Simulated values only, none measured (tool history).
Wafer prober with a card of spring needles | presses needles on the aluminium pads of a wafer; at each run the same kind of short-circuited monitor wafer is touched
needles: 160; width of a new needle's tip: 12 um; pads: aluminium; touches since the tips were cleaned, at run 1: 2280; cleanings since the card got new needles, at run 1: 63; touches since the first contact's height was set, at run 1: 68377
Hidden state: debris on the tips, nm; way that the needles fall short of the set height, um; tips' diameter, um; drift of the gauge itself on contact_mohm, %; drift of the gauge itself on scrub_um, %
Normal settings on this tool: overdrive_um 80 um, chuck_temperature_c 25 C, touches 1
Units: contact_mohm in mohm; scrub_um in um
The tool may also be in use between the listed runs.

run     day  overdrive_um  chuck_temperature_c  touches  touches since the tips were cleaned  cleanings since the card got new needles  touches since the first contact's height was set  contact_mohm  scrub_um
  1       0            80                   25        1                                 2280                                        63                                             68377           306      15.2
      0.162  -- tips cleaned on abrasive film
      0.492  -- tips cleaned on abrasive film
  2   0.742            80                   25        1                                 2766                                        65                                             76589           305     15.08
      0.875  -- tips cleaned on abrasive film
      1.229  -- tips cleaned on abrasive film
  3   1.246            80                   25        1                                  197                                        67                                             82173           273      15.1
      1.604  -- tips cleaned on abrasive film
      1.929  -- tips cleaned on abrasive film
      1.942  -- height of the first contact set anew
  4   1.946            80                   25        1                                   39                                        69                                                39           273     15.62
      2.292  -- tips cleaned on abrasive film
      2.646  -- tips cleaned on abrasive film
  5   2.875            80                   25        2                                 2589                                        71                                             10382           292     15.52
      3.008  -- tips cleaned on abrasive film
       3.35  -- tips cleaned on abrasive film
      3.704  -- tips cleaned on abrasive film
  6     3.8            80                   25        2                                 1052                                        74                                             20592           278     15.46
      4.079  -- tips cleaned on abrasive film
      4.421  -- tips cleaned on abrasive film
      4.767  -- tips cleaned on abrasive film
  7     4.8            80                   25        2                                  346                                        77                                             31675           272     15.43
        5.1  -- tips cleaned on abrasive film
      5.458  -- tips cleaned on abrasive film
  8   5.558            80                   25        2                                 1124                                        79                                             40097           277     15.36
      5.825  -- tips cleaned on abrasive film
      6.192  -- tips cleaned on abrasive film
      6.533  -- tips cleaned on abrasive film
  9   6.533            80                   25        1                                    0                                        82                                             50895           266     15.28
      6.892  -- tips cleaned on abrasive film
      7.229  -- tips cleaned on abrasive film
 10   7.312            80                   25        1                                  919                                        84                                             59561           288     15.25
      7.612  -- tips cleaned on abrasive film
      7.971  -- tips cleaned on abrasive film
      8.321  -- tips cleaned on abrasive film
 11   8.404            80                   25        1                                  908                                        87                                             71666           282     15.18
      8.692  -- tips cleaned on abrasive film
      9.075  -- tips cleaned on abrasive film
 12   9.246            80                   25        1                                 1918                                        89                                             81012           299     15.11
      9.408  -- tips cleaned on abrasive film
      9.775  -- tips cleaned on abrasive film
 13   9.929            80                   25        1                                 1739                                        91                                             88615           296     15.06
     10.021  -- height of the first contact set anew
     10.188  -- tips cleaned on abrasive film
     10.575  -- tips cleaned on abrasive film
     10.958  -- tips cleaned on abrasive film
 14  11.017            91                   25        1                                  660                                        94                                             11001           278     17.74
     11.288  -- tips cleaned on abrasive film
 15  11.508            91                   25        1                                 2466                                        95                                             16493           305     17.64
     11.654  -- tips cleaned on abrasive film
     12.017  -- tips cleaned on abrasive film
 16   12.05            81                   89        2                                  363                                        97                                             22479           290     15.69
     12.396  -- tips cleaned on abrasive film
     12.775  -- tips cleaned on abrasive film
 17    12.9            81                   89        2                                 1400                                        99                                             31928           306     15.54
     13.121  -- tips cleaned on abrasive film
     13.462  -- tips cleaned on abrasive film
 18  13.696            81                   89        2                                 2644                                       101                                             40763           300      15.6
     13.812  -- tips cleaned on abrasive film
     14.212  -- tips cleaned on abrasive film
 19  14.362           100                   32        2                                 1692                                       103                                             48144           282     19.27
     14.546  -- tips cleaned on abrasive film
 20  14.825            96                   25        3                                 3140                                       104                                             53305           275      18.4
     14.908  -- tips cleaned on abrasive film
      15.25  -- tips cleaned on abrasive film
     15.588  -- tips cleaned on abrasive film
 21  15.588            96                   25        3                                    0                                       107                                             61696           267     18.32
     15.925  -- tips cleaned on abrasive film
     16.254  -- tips cleaned on abrasive film
     16.625  -- tips cleaned on abrasive film
 22  16.646            96                   72        3                                  277                                       110                                             73468           282     18.28
     16.954  -- tips cleaned on abrasive film
       17.3  -- tips cleaned on abrasive film
 23  17.596            97                   36        1                                 3360                                       112                                             84034           303     18.39
     17.679  -- tips cleaned on abrasive film
     18.038  -- tips cleaned on abrasive film
     18.129  -- height of the first contact set anew
 24  18.342            65                   25        2                                 3286                                       114                                              2392           299      12.7
     18.404  -- tips cleaned on abrasive film
     18.775  -- tips cleaned on abrasive film
     19.129  -- tips cleaned on abrasive film
 25  19.354            80                  112        1                                 2522                                       117                                             13605           329     15.51
       19.5  -- tips cleaned on abrasive film
     19.838  -- tips cleaned on abrasive film
 26  19.971            83                   41        2                                 1497                                       119                                             20442           284     16.06
     20.179  -- tips cleaned on abrasive film
     20.542  -- tips cleaned on abrasive film
 27  20.725            91                   25        1                                 2058                                       121                                             28813           297     17.59
     20.904  -- tips cleaned on abrasive film
     21.304  -- tips cleaned on abrasive film
     21.633  -- tips cleaned on abrasive film
 28  21.679            65                  122        1                                  519                                       124                                             39389           317     12.45

Each row is a separate what-if for the run after 28, all from the same tool condition, not one after another. Results?
         22  -- tips cleaned on abrasive film
     22.325  -- tips cleaned on abrasive film
  A  22.488            89                  122        3                                 1791                                       126                                             48345             ?         ?
         22  -- tips cleaned on abrasive film
     22.325  -- tips cleaned on abrasive film
  B  22.488            95                   43        1                                 1791                                       126                                             48345             ?         ?
         22  -- tips cleaned on abrasive film
     22.325  -- tips cleaned on abrasive film
  C  22.488            73                   86        1                                 1791                                       126                                             48345             ?         ?

run  contact_mohm  scrub_um
  A           301     17.03
  B           294     18.25
  C           316     13.95
Had the tool no hidden state, the same runs would have come out as:
run  contact_mohm  scrub_um
  A           295     17.32
  B           272     18.54
  C           284     14.24

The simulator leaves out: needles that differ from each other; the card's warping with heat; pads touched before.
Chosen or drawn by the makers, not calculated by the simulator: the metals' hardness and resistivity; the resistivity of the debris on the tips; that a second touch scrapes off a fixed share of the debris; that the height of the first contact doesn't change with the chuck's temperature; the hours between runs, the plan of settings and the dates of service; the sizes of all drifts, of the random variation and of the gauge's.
